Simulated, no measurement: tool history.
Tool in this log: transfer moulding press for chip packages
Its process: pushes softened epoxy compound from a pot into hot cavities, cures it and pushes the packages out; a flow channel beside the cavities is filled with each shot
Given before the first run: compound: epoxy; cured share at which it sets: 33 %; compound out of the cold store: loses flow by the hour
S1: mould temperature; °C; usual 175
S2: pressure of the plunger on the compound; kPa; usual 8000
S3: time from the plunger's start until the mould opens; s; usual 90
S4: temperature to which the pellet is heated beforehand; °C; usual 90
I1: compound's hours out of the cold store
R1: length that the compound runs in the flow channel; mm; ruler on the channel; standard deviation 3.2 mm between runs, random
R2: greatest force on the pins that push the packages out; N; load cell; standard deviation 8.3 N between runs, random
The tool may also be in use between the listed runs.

{"run": 1, "day": 0.0, "S1": 175, "S2": 8000, "S3": 90, "S4": 90, "I1": 9.1, "R1": 805, "R2": 361}
{"run": 2, "day": 0.929, "S1": 171, "S2": 8000, "S3": 90, "S4": 90, "I1": 13.5, "R1": 811, "R2": 481}
{"day": 1.875, "done": "cavities cleaned with cleaning compound and waxed"}
{"run": 3, "day": 2.138, "S1": 171, "S2": 8000, "S3": 90, "S4": 90, "I1": 30.9, "R1": 772, "R2": 444}
{"run": 4, "day": 2.675, "S1": 171, "S2": 8000, "S3": 90, "S4": 90, "I1": 40.7, "R1": 749, "R2": 452}
{"run": 5, "day": 3.333, "S1": 182, "S2": 8000, "S3": 90, "S4": 90, "I1": 33.4, "R1": 744, "R2": 308}
{"run": 6, "day": 3.875, "S1": 182, "S2": 8000, "S3": 90, "S4": 90, "I1": 27.4, "R1": 754, "R2": 306}
{"day": 4.579, "done": "cavities cleaned with cleaning compound and waxed"}
{"run": 7, "day": 4.779, "S1": 182, "S2": 8000, "S3": 90, "S4": 90, "I1": 37.1, "R1": 738, "R2": 300}
{"run": 8, "day": 5.346, "S1": 175, "S2": 8000, "S3": 90, "S4": 90, "I1": 29.6, "R1": 764, "R2": 370}
{"run": 9, "day": 6.125, "S1": 175, "S2": 8000, "S3": 90, "S4": 90, "I1": 20.0, "R1": 784, "R2": 359}
{"run": 10, "day": 7.079, "S1": 175, "S2": 8000, "S3": 90, "S4": 90, "I1": 36.3, "R1": 751, "R2": 362}
{"day": 7.229, "done": "cavities cleaned with cleaning compound and waxed"}
{"run": 11, "day": 7.633, "S1": 176, "S2": 8000, "S3": 90, "S4": 90, "I1": 13.5, "R1": 795, "R2": 353}
{"run": 12, "day": 8.779, "S1": 176, "S2": 8000, "S3": 90, "S4": 90, "I1": 47.3, "R1": 733, "R2": 349}
{"run": 13, "day": 9.554, "S1": 176, "S2": 8000, "S3": 90, "S4": 90, "I1": 24.7, "R1": 776, "R2": 352}
{"day": 9.917, "done": "cavities cleaned with cleaning compound and waxed"}
{"run": 14, "day": 10.783, "S1": 176, "S2": 8000, "S3": 90, "S4": 90, "I1": 29.4, "R1": 766, "R2": 355}
{"run": 15, "day": 11.942, "S1": 176, "S2": 8000, "S3": 90, "S4": 90, "I1": 31.5, "R1": 758, "R2": 348}
{"day": 12.612, "done": "cavities cleaned with cleaning compound and waxed"}
{"run": 16, "day": 13.096, "S1": 176, "S2": 8000, "S3": 90, "S4": 90, "I1": 36.1, "R1": 749, "R2": 353}
{"run": 17, "day": 13.946, "S1": 182, "S2": 8310, "S3": 128, "S4": 88, "I1": 35.0, "R1": 759, "R2": 307}
{"day": 14.412, "done": "plunger's sealing rings changed"}
{"run": 18, "day": 15.012, "S1": 178, "S2": 8000, "S3": 80, "S4": 97, "I1": 38.4, "R1": 741, "R2": 376}
{"day": 15.371, "done": "cavities cleaned with cleaning compound and waxed"}
{"run": 19, "day": 15.929, "S1": 178, "S2": 8000, "S3": 80, "S4": 97, "I1": 41.0, "R1": 735, "R2": 383}
{"run": 20, "day": 17.038, "S1": 178, "S2": 8000, "S3": 80, "S4": 97, "I1": 21.6, "R1": 776, "R2": 369}
{"run": 21, "day": 17.567, "S1": 173, "S2": 6190, "S3": 80, "S4": 80, "I1": 31.5, "R1": 675, "R2": 540}
{"day": 18.017, "done": "cavities cleaned with cleaning compound and waxed"}
{"run": 22, "day": 18.646, "S1": 173, "S2": 6190, "S3": 80, "S4": 80, "I1": 21.5, "R1": 689, "R2": 560}
{"run": 23, "day": 19.729, "S1": 173, "S2": 6190, "S3": 80, "S4": 82, "I1": 9.5, "R1": 719, "R2": 565}
{"run": 24, "day": 20.592, "S1": 182, "S2": 6190, "S3": 80, "S4": 82, "I1": 14.8, "R1": 689, "R2": 334}
{"day": 20.75, "done": "cavities cleaned with cleaning compound and waxed"}
{"run": 25, "day": 21.446, "S1": 181, "S2": 7730, "S3": 92, "S4": 91, "I1": 10.4, "R1": 783, "R2": 316}
{"run": 26, "day": 21.942, "S1": 181, "S2": 7730, "S3": 82, "S4": 89, "I1": 26.4, "R1": 747, "R2": 349}
{"run": 27, "day": 22.575, "S1": 181, "S2": 7730, "S3": 82, "S4": 89, "I1": 42.9, "R1": 713, "R2": 324}
{"run": 28, "day": 23.062, "S1": 181, "S2": 7730, "S3": 82, "S4": 89, "I1": 24.5, "R1": 751, "R2": 338}
{"day": 23.462, "done": "cavities cleaned with cleaning compound and waxed"}
{"run": 29, "day": 23.933, "S1": 173, "S2": 6180, "S3": 90, "S4": 81, "I1": 44.6, "R1": 650, "R2": 398}

3 ways to go on from here, each from the tool as it stands after run 29. What would each give?
{"run": "A", "day": 24.725, "S1": 168, "S2": 7020, "S3": 76, "S4": 81, "I1": 26.0, "R1": "?", "R2": "?"}
{"run": "B", "day": 24.725, "S1": 175, "S2": 8000, "S3": 101, "S4": 96, "I1": 35.6, "R1": "?", "R2": "?"}
{"run": "C", "day": 24.725, "S1": 175, "S2": 6180, "S3": 98, "S4": 81, "I1": 46.1, "R1": "?", "R2": "?"}

run=A R1=733 R2=889
run=B R1=758 R2=322
run=C R1=642 R2=330
What these runs would have given with no unlogged condition in the tool:
run=A R1=733 R2=884
run=B R1=759 R2=321
run=C R1=642 R2=328

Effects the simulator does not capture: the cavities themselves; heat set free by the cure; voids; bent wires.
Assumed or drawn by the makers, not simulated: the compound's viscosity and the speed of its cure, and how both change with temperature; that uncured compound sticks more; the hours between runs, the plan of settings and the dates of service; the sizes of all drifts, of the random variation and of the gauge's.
